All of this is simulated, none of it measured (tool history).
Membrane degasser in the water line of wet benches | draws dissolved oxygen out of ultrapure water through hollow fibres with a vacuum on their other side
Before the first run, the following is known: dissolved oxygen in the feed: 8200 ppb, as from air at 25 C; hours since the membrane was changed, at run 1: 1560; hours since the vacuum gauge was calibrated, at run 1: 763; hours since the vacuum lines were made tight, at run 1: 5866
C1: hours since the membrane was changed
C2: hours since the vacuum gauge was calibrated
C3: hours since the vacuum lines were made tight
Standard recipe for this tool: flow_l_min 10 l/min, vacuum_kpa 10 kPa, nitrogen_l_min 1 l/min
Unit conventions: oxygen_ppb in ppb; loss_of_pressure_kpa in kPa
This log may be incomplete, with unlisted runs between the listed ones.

{"run": 1, "hour": 0.0, "flow_l_min": 10, "vacuum_kpa": 10, "nitrogen_l_min": 1, "C1": 1560, "C2": 763, "C3": 5866, "oxygen_ppb": 200.5, "loss_of_pressure_kpa": 29.77}
{"run": 2, "hour": 186.5, "flow_l_min": 10, "vacuum_kpa": 10, "nitrogen_l_min": 2.75, "C1": 1746, "C2": 950, "C3": 6052, "oxygen_ppb": 104.4, "loss_of_pressure_kpa": 29.65}
{"run": 3, "hour": 285.3, "flow_l_min": 10, "vacuum_kpa": 10, "nitrogen_l_min": 2.75, "C1": 1845, "C2": 1049, "C3": 6151, "oxygen_ppb": 104.2, "loss_of_pressure_kpa": 29.41}
{"run": 4, "hour": 399.7, "flow_l_min": 13, "vacuum_kpa": 10, "nitrogen_l_min": 1, "C1": 1960, "C2": 1163, "C3": 6265, "oxygen_ppb": 316.1, "loss_of_pressure_kpa": 38.8}
{"run": 5, "hour": 586.0, "flow_l_min": 13, "vacuum_kpa": 10, "nitrogen_l_min": 1, "C1": 2146, "C2": 1349, "C3": 6452, "oxygen_ppb": 312.3, "loss_of_pressure_kpa": 38.15}
{"run": 6, "hour": 715.1, "flow_l_min": 13, "vacuum_kpa": 10, "nitrogen_l_min": 1, "C1": 2275, "C2": 1478, "C3": 6581, "oxygen_ppb": 304.7, "loss_of_pressure_kpa": 38.54}
{"hour": 786.1, "done": "seals of the vacuum lines changed"}
{"run": 7, "hour": 902.7, "flow_l_min": 13, "vacuum_kpa": 10, "nitrogen_l_min": 1, "C1": 2460, "C2": 1664, "C3": 117, "oxygen_ppb": 314.7, "loss_of_pressure_kpa": 38.47}
{"run": 8, "hour": 1106.1, "flow_l_min": 13, "vacuum_kpa": 10, "nitrogen_l_min": 1, "C1": 2664, "C2": 1867, "C3": 320, "oxygen_ppb": 307.8, "loss_of_pressure_kpa": 38.25}
{"run": 9, "hour": 1258.6, "flow_l_min": 13, "vacuum_kpa": 10, "nitrogen_l_min": 1, "C1": 2816, "C2": 2020, "C3": 473, "oxygen_ppb": 310.1, "loss_of_pressure_kpa": 38.24}
{"run": 10, "hour": 1443.1, "flow_l_min": 13, "vacuum_kpa": 10, "nitrogen_l_min": 1, "C1": 3001, "C2": 2204, "C3": 657, "oxygen_ppb": 316.2, "loss_of_pressure_kpa": 38.12}
{"run": 11, "hour": 1545.3, "flow_l_min": 13, "vacuum_kpa": 10, "nitrogen_l_min": 1, "C1": 3103, "C2": 2306, "C3": 759, "oxygen_ppb": 307, "loss_of_pressure_kpa": 38.04}
{"run": 12, "hour": 1713.2, "flow_l_min": 10, "vacuum_kpa": 10, "nitrogen_l_min": 1, "C1": 3271, "C2": 2474, "C3": 927, "oxygen_ppb": 203.5, "loss_of_pressure_kpa": 28.93}
{"run": 13, "hour": 1831.5, "flow_l_min": 10, "vacuum_kpa": 10, "nitrogen_l_min": 1, "C1": 3389, "C2": 2593, "C3": 1045, "oxygen_ppb": 201.7, "loss_of_pressure_kpa": 29.14}
{"run": 14, "hour": 2030.4, "flow_l_min": 7, "vacuum_kpa": 10, "nitrogen_l_min": 1, "C1": 3588, "C2": 2792, "C3": 1244, "oxygen_ppb": 122.7, "loss_of_pressure_kpa": 20.32}
{"run": 15, "hour": 2227.0, "flow_l_min": 7, "vacuum_kpa": 10, "nitrogen_l_min": 1, "C1": 3785, "C2": 2988, "C3": 1441, "oxygen_ppb": 123.1, "loss_of_pressure_kpa": 20.49}
{"run": 16, "hour": 2368.8, "flow_l_min": 7, "vacuum_kpa": 10, "nitrogen_l_min": 1, "C1": 3927, "C2": 3130, "C3": 1583, "oxygen_ppb": 122.9, "loss_of_pressure_kpa": 20.42}
{"run": 17, "hour": 2539.1, "flow_l_min": 10, "vacuum_kpa": 16.5, "nitrogen_l_min": 0.59, "C1": 4097, "C2": 3300, "C3": 1753, "oxygen_ppb": 529.7, "loss_of_pressure_kpa": 29.01}
{"run": 18, "hour": 2739.1, "flow_l_min": 10, "vacuum_kpa": 21.9, "nitrogen_l_min": 1, "C1": 4297, "C2": 3500, "C3": 1953, "oxygen_ppb": 458.5, "loss_of_pressure_kpa": 28.95}
{"run": 19, "hour": 2838.9, "flow_l_min": 11, "vacuum_kpa": 18.5, "nitrogen_l_min": 0.76, "C1": 4397, "C2": 3600, "C3": 2053, "oxygen_ppb": 539.8, "loss_of_pressure_kpa": 31.46}
{"hour": 2978.3, "done": "vacuum gauge calibrated"}
{"hour": 3010.0, "done": "gauge calibrated"}
{"run": 20, "hour": 3016.2, "flow_l_min": 9, "vacuum_kpa": 17.2, "nitrogen_l_min": 1.64, "C1": 4573, "C2": 38, "C3": 2230, "oxygen_ppb": 212.2, "loss_of_pressure_kpa": 26.56}
{"run": 21, "hour": 3240.1, "flow_l_min": 9, "vacuum_kpa": 17.2, "nitrogen_l_min": 1.64, "C1": 4797, "C2": 262, "C3": 2453, "oxygen_ppb": 209, "loss_of_pressure_kpa": 26.53}
{"run": 22, "hour": 3366.6, "flow_l_min": 9, "vacuum_kpa": 10.8, "nitrogen_l_min": 2.19, "C1": 4924, "C2": 388, "C3": 2580, "oxygen_ppb": 103.5, "loss_of_pressure_kpa": 26.68}
{"run": 23, "hour": 3565.0, "flow_l_min": 10, "vacuum_kpa": 6.5, "nitrogen_l_min": 0.69, "C1": 5122, "C2": 587, "C3": 2778, "oxygen_ppb": 154.3, "loss_of_pressure_kpa": 29.68}
{"run": 24, "hour": 3738.6, "flow_l_min": 10, "vacuum_kpa": 10, "nitrogen_l_min": 2.98, "C1": 5296, "C2": 760, "C3": 2952, "oxygen_ppb": 103.2, "loss_of_pressure_kpa": 29.75}
{"run": 25, "hour": 3946.2, "flow_l_min": 10, "vacuum_kpa": 15.4, "nitrogen_l_min": 0.42, "C1": 5503, "C2": 968, "C3": 3160, "oxygen_ppb": 632.7, "loss_of_pressure_kpa": 29.87}
{"run": 26, "hour": 4077.6, "flow_l_min": 10, "vacuum_kpa": 15.4, "nitrogen_l_min": 0.42, "C1": 5635, "C2": 1099, "C3": 3291, "oxygen_ppb": 628.3, "loss_of_pressure_kpa": 29.28}
{"run": 27, "hour": 4199.2, "flow_l_min": 10, "vacuum_kpa": 14.5, "nitrogen_l_min": 1.09, "C1": 5756, "C2": 1221, "C3": 3413, "oxygen_ppb": 283.7, "loss_of_pressure_kpa": 29.41}
{"run": 28, "hour": 4406.6, "flow_l_min": 10, "vacuum_kpa": 14.5, "nitrogen_l_min": 1.09, "C1": 5964, "C2": 1428, "C3": 3620, "oxygen_ppb": 284, "loss_of_pressure_kpa": 29.09}
{"run": 29, "hour": 4610.1, "flow_l_min": 13, "vacuum_kpa": 15.5, "nitrogen_l_min": 0.53, "C1": 6167, "C2": 1632, "C3": 3823, "oxygen_ppb": 715.9, "loss_of_pressure_kpa": 38.03}
{"run": 30, "hour": 4831.5, "flow_l_min": 14, "vacuum_kpa": 15.5, "nitrogen_l_min": 0.99, "C1": 6389, "C2": 1853, "C3": 4045, "oxygen_ppb": 516.8, "loss_of_pressure_kpa": 41.27}
{"run": 31, "hour": 4952.9, "flow_l_min": 13, "vacuum_kpa": 15.5, "nitrogen_l_min": 0.43, "C1": 6510, "C2": 1975, "C3": 4166, "oxygen_ppb": 819.6, "loss_of_pressure_kpa": 37.77}
{"run": 32, "hour": 5127.4, "flow_l_min": 10, "vacuum_kpa": 17.2, "nitrogen_l_min": 1, "C1": 6685, "C2": 2149, "C3": 4341, "oxygen_ppb": 363, "loss_of_pressure_kpa": 29.4}

Table of differences, measured result less the result of that run with no hidden state. Run-to-run variation is the same in both. Gauge scatter possibly is not:
Hidden state at play: membrane still open, %; true pressure behind the membrane over the reading, kPa; air that leaks in behind the membrane, l/min; drift of the gauge itself on oxygen_ppb, %; drift of the gauge itself on loss_of_pressure_kpa, %.
run=1 loss_of_pressure_kpa=+0.01
run=2 loss_of_pressure_kpa=-0.04
run=3 loss_of_pressure_kpa=-0.08
run=4 loss_of_pressure_kpa=-0.14
run=5 loss_of_pressure_kpa=-0.21
run=6 loss_of_pressure_kpa=-0.25
run=7 loss_of_pressure_kpa=-0.33
run=8 loss_of_pressure_kpa=-0.4
run=9 loss_of_pressure_kpa=-0.46
run=10 loss_of_pressure_kpa=-0.53
run=11 loss_of_pressure_kpa=-0.57
run=12 loss_of_pressure_kpa=-0.48
run=13 loss_of_pressure_kpa=-0.52
run=14 loss_of_pressure_kpa=-0.41
run=15 loss_of_pressure_kpa=-0.44
run=16 loss_of_pressure_kpa=-0.48
run=17 loss_of_pressure_kpa=-0.73
run=18 loss_of_pressure_kpa=-0.78
run=19 loss_of_pressure_kpa=-0.89
run=20 loss_of_pressure_kpa=+0.02
run=21 loss_of_pressure_kpa=-0.04
run=22 loss_of_pressure_kpa=-0.07
run=23 loss_of_pressure_kpa=-0.13
run=24 loss_of_pressure_kpa=-0.18
run=25 loss_of_pressure_kpa=-0.24
run=26 loss_of_pressure_kpa=-0.28
run=27 loss_of_pressure_kpa=-0.32
run=28 loss_of_pressure_kpa=-0.37
run=29 loss_of_pressure_kpa=-0.57
run=30 loss_of_pressure_kpa=-0.7
run=31 loss_of_pressure_kpa=-0.7
run=32 loss_of_pressure_kpa=-0.59
oxygen_ppb: differs from the measured result by no more than 0.8 ppb in any run.
